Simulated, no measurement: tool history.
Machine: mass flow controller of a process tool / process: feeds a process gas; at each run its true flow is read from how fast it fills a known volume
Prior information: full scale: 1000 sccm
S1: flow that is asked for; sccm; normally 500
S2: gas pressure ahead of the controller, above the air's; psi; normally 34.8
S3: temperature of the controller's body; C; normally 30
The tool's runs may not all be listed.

{"run": 1, "hour": 0.0, "S1": 500, "S2": 34.8, "S3": 30, "true flow (%)": 98.39}
{"run": 2, "hour": 115.6, "S1": 186, "S2": 34.8, "S3": 30, "true flow (%)": 97.48}
{"run": 3, "hour": 211.0, "S1": 186, "S2": 34.8, "S3": 30, "true flow (%)": 97.37}
{"run": 4, "hour": 419.8, "S1": 186, "S2": 34.8, "S3": 30, "true flow (%)": 97.34}
{"run": 5, "hour": 604.3, "S1": 500, "S2": 40.5, "S3": 30, "true flow (%)": 98.2}
{"run": 6, "hour": 773.4, "S1": 500, "S2": 40.5, "S3": 30, "true flow (%)": 98.19}
{"run": 7, "hour": 984.7, "S1": 500, "S2": 22.9, "S3": 30, "true flow (%)": 98.89}
{"run": 8, "hour": 1174.6, "S1": 500, "S2": 25.7, "S3": 30, "true flow (%)": 98.68}
{"run": 9, "hour": 1329.8, "S1": 500, "S2": 26.4, "S3": 30, "true flow (%)": 98.95}
{"run": 10, "hour": 1525.8, "S1": 500, "S2": 26.4, "S3": 30, "true flow (%)": 98.77}
{"run": 11, "hour": 1664.5, "S1": 500, "S2": 34.8, "S3": 24, "true flow (%)": 98.11}
{"run": 12, "hour": 1820.8, "S1": 500, "S2": 34.8, "S3": 24, "true flow (%)": 98.06}
{"run": 13, "hour": 1936.1, "S1": 500, "S2": 34.8, "S3": 24, "true flow (%)": 98.08}
{"run": 14, "hour": 2066.3, "S1": 500, "S2": 34.8, "S3": 24, "true flow (%)": 98.09}
{"run": 15, "hour": 2256.4, "S1": 500, "S2": 34.8, "S3": 26, "true flow (%)": 98.19}
{"run": 16, "hour": 2371.2, "S1": 500, "S2": 34.8, "S3": 30, "true flow (%)": 98.32}
{"run": 17, "hour": 2589.8, "S1": 500, "S2": 26.8, "S3": 30, "true flow (%)": 98.78}
{"run": 18, "hour": 2760.0, "S1": 168, "S2": 34.1, "S3": 31, "true flow (%)": 97.6}
{"run": 19, "hour": 2877.1, "S1": 286, "S2": 28, "S3": 30, "true flow (%)": 98.03}
{"run": 20, "hour": 3076.9, "S1": 343, "S2": 33.5, "S3": 30, "true flow (%)": 98.07}
{"run": 21, "hour": 3255.0, "S1": 191, "S2": 38, "S3": 31, "true flow (%)": 97.33}
{"run": 22, "hour": 3456.3, "S1": 191, "S2": 38, "S3": 31, "true flow (%)": 97.38}
{"run": 23, "hour": 3640.0, "S1": 199, "S2": 35.2, "S3": 21, "true flow (%)": 96.91}
{"run": 24, "hour": 3740.4, "S1": 199, "S2": 35.2, "S3": 21, "true flow (%)": 96.97}
{"run": 25, "hour": 3940.5, "S1": 199, "S2": 35.2, "S3": 21, "true flow (%)": 96.9}
{"run": 26, "hour": 4094.9, "S1": 142, "S2": 34.4, "S3": 21, "true flow (%)": 96.84}
{"run": 27, "hour": 4233.6, "S1": 142, "S2": 27.4, "S3": 27, "true flow (%)": 97.47}
{"run": 28, "hour": 4438.5, "S1": 187, "S2": 37.6, "S3": 28, "true flow (%)": 97.29}
{"run": 29, "hour": 4556.3, "S1": 287, "S2": 37, "S3": 30, "true flow (%)": 97.72}
{"run": 30, "hour": 4746.9, "S1": 500, "S2": 25.8, "S3": 30, "true flow (%)": 98.82}
{"run": 31, "hour": 4961.7, "S1": 500, "S2": 25.8, "S3": 30, "true flow (%)": 98.8}

Consider 5 possible next runs. They are alternatives, not a sequence: every one starts from the tool as it was left by run 31. What does each give?
{"run": "A", "hour": 5058.2, "S1": 500, "S2": 34.8, "S3": 26, "true flow (%)": "?"}
{"run": "B", "hour": 5058.2, "S1": 248, "S2": 34.8, "S3": 30, "true flow (%)": "?"}
{"run": "C", "hour": 5058.2, "S1": 169, "S2": 32.9, "S3": 30, "true flow (%)": "?"}
{"run": "D", "hour": 5058.2, "S1": 110, "S2": 22.3, "S3": 30, "true flow (%)": "?"}
{"run": "E", "hour": 5058.2, "S1": 527, "S2": 25.8, "S3": 30, "true flow (%)": "?"}

run=A true_flow_(%)=98.25
run=B true_flow_(%)=97.63
run=C true_flow_(%)=97.37
run=D true_flow_(%)=97.58
run=E true_flow_(%)=98.98
Take away the tool's hidden state, keep each run's random variation, and the runs would have read:
run=A true_flow_(%)=98.24
run=B true_flow_(%)=97.63
run=C true_flow_(%)=97.39
run=D true_flow_(%)=97.62
run=E true_flow_(%)=98.97
